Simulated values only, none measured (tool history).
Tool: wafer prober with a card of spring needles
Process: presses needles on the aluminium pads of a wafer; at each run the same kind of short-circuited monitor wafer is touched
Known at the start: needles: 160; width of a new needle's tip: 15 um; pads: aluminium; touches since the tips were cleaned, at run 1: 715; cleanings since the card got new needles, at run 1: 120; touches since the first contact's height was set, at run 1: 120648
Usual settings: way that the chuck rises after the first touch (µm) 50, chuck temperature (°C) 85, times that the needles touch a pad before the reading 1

run	hour	way that the chuck rises after the first touch (µm)	chuck temperature (°C)	times that the needles touch a pad before the reading	touches since the tips were cleaned	cleanings since the card got new needles	touches since the first contact's height was set	resistance of one needle with its contact and lead (mohm)	way that a needle slides on the pad (µm)
1	0	50	85	1	715	120	120648	175	7.65
# hour 16: tips cleaned on abrasive film
# hour 34.6: tips cleaned on abrasive film
# hour 55.3: tips cleaned on abrasive film
2	56.7	50	85	1	328	123	133442	155	7.58
# hour 74.5: tips cleaned on abrasive film
3	91.3	50	85	1	3820	124	141269	306	7.61
# hour 94.4: tips cleaned on abrasive film
# hour 115.4: tips cleaned on abrasive film
# hour 135.7: tips cleaned on abrasive film
4	150.8	50	85	1	3438	127	154696	288	7.65
# hour 155.4: tips cleaned on abrasive film
# hour 174.3: tips cleaned on abrasive film
# hour 195.4: tips cleaned on abrasive film
5	199.1	50	85	2	818	130	165571	162	7.42
# hour 214.6: tips cleaned on abrasive film
# hour 237.1: tips cleaned on abrasive film
6	246.6	50	85	2	2151	132	176301	202	7.59
# hour 255.1: tips cleaned on abrasive film
# hour 276.2: tips cleaned on abrasive film
7	293.7	50	85	2	3977	134	186958	247	7.52
# hour 298.3: tips cleaned on abrasive film
# hour 316.3: tips cleaned on abrasive film
8	328.4	50	85	2	2736	136	194776	226	7.41
# hour 333.2: height of the first contact set anew
# hour 336.8: tips cleaned on abrasive film
# hour 357.5: tips cleaned on abrasive film
# hour 376.4: tips cleaned on abrasive film
9	391.6	66	54	1	3450	139	13175	230	9.92
# hour 396.2: tips cleaned on abrasive film
# hour 415.5: tips cleaned on abrasive film
# hour 435.8: tips cleaned on abrasive film
10	449	66	54	1	2995	142	26142	220	9.82
# hour 456.6: tips cleaned on abrasive film
# hour 477.7: tips cleaned on abrasive film
# hour 498.8: tips cleaned on abrasive film
11	508.4	66	54	1	2177	145	39532	207	9.74
# hour 520: tips cleaned on abrasive film
# hour 538.1: tips cleaned on abrasive film
# hour 560.6: tips cleaned on abrasive film
# hour 581.4: tips cleaned on abrasive film
12	581.4	66	54	1	0	149	56003	129	9.7
# hour 601.7: height of the first contact set anew, once more
# hour 601.8: tips cleaned on abrasive film
13	614.7	37	41	2	2916	150	2916	303	6.06
# hour 622.6: tips cleaned on abrasive film
# hour 643.2: tips cleaned on abrasive film
# hour 664.4: tips cleaned on abrasive film
14	674.1	37	41	2	2213	153	16330	267	5.78
# hour 683.2: tips cleaned on abrasive film
# hour 705.3: tips cleaned on abrasive film
15	718.5	40	61	2	2996	155	26347	270	6.32
# hour 727.4: tips cleaned on abrasive film
# hour 748.8: tips cleaned on abrasive film
16	756.2	40	83	3	1669	157	34844	183	6.29

Hidden state at the last listed run before each entry between runs and at the first one after, where it differs:
Between runs 1 and 2: tips cleaned on abrasive film (hour 16); tips cleaned on abrasive film (hour 34.6); tips cleaned on abrasive film (hour 55.3)
  debris on the tips, nm: 33.1 -> 19; way that the needles fall short of the set height, um: 2.45 -> 2.69; tips' diameter, um: 18.96 -> 19.04
  measured less the result without the state, resistance of one needle with its contact and lead (mohm): +57 -> +36; way that a needle slides on the pad (µm): -0.4 -> -0.44
Between runs 2 and 3: tips cleaned on abrasive film (hour 74.5)
  debris on the tips, nm: 19 -> 113.3; way that the needles fall short of the set height, um: 2.69 -> 2.79; tips' diameter, um: 19.04 -> 19.08
  measured less the result without the state, resistance of one needle with its contact and lead (mohm): +36 -> +188; way that a needle slides on the pad (µm): -0.44 -> -0.45
Between runs 3 and 4: tips cleaned on abrasive film (hour 94.4); tips cleaned on abrasive film (hour 115.4); tips cleaned on abrasive film (hour 135.7)
  debris on the tips, nm: 113.3 -> 98.9; way that the needles fall short of the set height, um: 2.79 -> 3.09; tips' diameter, um: 19.08 -> 19.18
  measured less the result without the state, resistance of one needle with its contact and lead (mohm): +188 -> +170; way that a needle slides on the pad (µm): -0.45 -> -0.5
Between runs 4 and 5: tips cleaned on abrasive film (hour 155.4); tips cleaned on abrasive film (hour 174.3); tips cleaned on abrasive film (hour 195.4)
  debris on the tips, nm: 98.9 -> 41.9; way that the needles fall short of the set height, um: 3.09 -> 3.38; tips' diameter, um: 19.18 -> 19.29
  measured less the result without the state, resistance of one needle with its contact and lead (mohm): +170 -> +47; way that a needle slides on the pad (µm): -0.5 -> -0.55
Between runs 5 and 6: tips cleaned on abrasive film (hour 214.6); tips cleaned on abrasive film (hour 237.1)
  debris on the tips, nm: 41.9 -> 76.7; way that the needles fall short of the set height, um: 3.38 -> 3.57; tips' diameter, um: 19.29 -> 19.35
  measured less the result without the state, resistance of one needle with its contact and lead (mohm): +47 -> +85; way that a needle slides on the pad (µm): -0.55 -> -0.58
Between runs 6 and 7: tips cleaned on abrasive film (hour 255.1); tips cleaned on abrasive film (hour 276.2)
  debris on the tips, nm: 76.7 -> 115.7; way that the needles fall short of the set height, um: 3.57 -> 3.76; tips' diameter, um: 19.35 -> 19.42
  measured less the result without the state, resistance of one needle with its contact and lead (mohm): +85 -> +128; way that a needle slides on the pad (µm): -0.58 -> -0.61
Between runs 7 and 8: tips cleaned on abrasive film (hour 298.3); tips cleaned on abrasive film (hour 316.3)
  debris on the tips, nm: 115.7 -> 96.6; way that the needles fall short of the set height, um: 3.76 -> 3.98; tips' diameter, um: 19.42 -> 19.5
  measured less the result without the state, resistance of one needle with its contact and lead (mohm): +128 -> +109; way that a needle slides on the pad (µm): -0.61 -> -0.64
Between runs 8 and 9: height of the first contact set anew (hour 333.2); tips cleaned on abrasive film (hour 336.8); tips cleaned on abrasive film (hour 357.5); tips cleaned on abrasive film (hour 376.4)
  debris on the tips, nm: 96.6 -> 102.8; way that the needles fall short of the set height, um: 3.98 -> 5.24; tips' diameter, um: 19.5 -> 19.59
  measured less the result without the state, resistance of one needle with its contact and lead (mohm): +109 -> +120; way that a needle slides on the pad (µm): -0.64 -> -0.85
Between runs 9 and 10: tips cleaned on abrasive film (hour 396.2); tips cleaned on abrasive film (hour 415.5); tips cleaned on abrasive film (hour 435.8)
  debris on the tips, nm: 102.8 -> 90.6; way that the needles fall short of the set height, um: 5.24 -> 5.54; tips' diameter, um: 19.59 -> 19.69
  measured less the result without the state, resistance of one needle with its contact and lead (mohm): +120 -> +109; way that a needle slides on the pad (µm): -0.85 -> -0.89
Between runs 10 and 11: tips cleaned on abrasive film (hour 456.6); tips cleaned on abrasive film (hour 477.7); tips cleaned on abrasive film (hour 498.8)
  debris on the tips, nm: 90.6 -> 76.9; way that the needles fall short of the set height, um: 5.54 -> 5.79; tips' diameter, um: 19.69 -> 19.78
  measured less the result without the state, resistance of one needle with its contact and lead (mohm): +109 -> +95; way that a needle slides on the pad (µm): -0.89 -> -0.93
Between runs 11 and 12: tips cleaned on abrasive film (hour 520); tips cleaned on abrasive film (hour 538.1); tips cleaned on abrasive film (hour 560.6); tips cleaned on abrasive film (hour 581.4)
  debris on the tips, nm: 76.9 -> 11.6; way that the needles fall short of the set height, um: 5.79 -> 6.12; tips' diameter, um: 19.78 -> 19.9
  measured less the result without the state, resistance of one needle with its contact and lead (mohm): +95 -> +18; way that a needle slides on the pad (µm): -0.93 -> -0.99
Between runs 12 and 13: height of the first contact set anew, once more (hour 601.7); tips cleaned on abrasive film (hour 601.8)
  debris on the tips, nm: 11.6 -> 100.4; way that the needles fall short of the set height, um: 6.12 -> 0.08; tips' diameter, um: 19.9 -> 19.92
  measured less the result without the state, resistance of one needle with its contact and lead (mohm): +18 -> +185; way that a needle slides on the pad (µm): -0.99 -> -0.01
Between runs 13 and 14: tips cleaned on abrasive film (hour 622.6); tips cleaned on abrasive film (hour 643.2); tips cleaned on abrasive film (hour 664.4)
  debris on the tips, nm: 100.4 -> 81.2; way that the needles fall short of the set height, um: 0.08 -> 0.38; tips' diameter, um: 19.92 -> 20.03
  measured less the result without the state, resistance of one needle with its contact and lead (mohm): +185 -> +153; way that a needle slides on the pad (µm): -0.01 -> -0.07
Between runs 14 and 15: tips cleaned on abrasive film (hour 683.2); tips cleaned on abrasive film (hour 705.3)
  debris on the tips, nm: 81.2 -> 92.4; way that the needles fall short of the set height, um: 0.38 -> 0.55; tips' diameter, um: 20.03 -> 20.09
  measured less the result without the state, resistance of one needle with its contact and lead (mohm): +153 -> +151; way that a needle slides on the pad (µm): -0.07 -> -0.09
Between runs 15 and 16: tips cleaned on abrasive film (hour 727.4); tips cleaned on abrasive film (hour 748.8)
  debris on the tips, nm: 92.4 -> 61.5; way that the needles fall short of the set height, um: 0.55 -> 0.72; tips' diameter, um: 20.09 -> 20.15
  measured less the result without the state, resistance of one needle with its contact and lead (mohm): +151 -> +62; way that a needle slides on the pad (µm): -0.09 -> -0.11
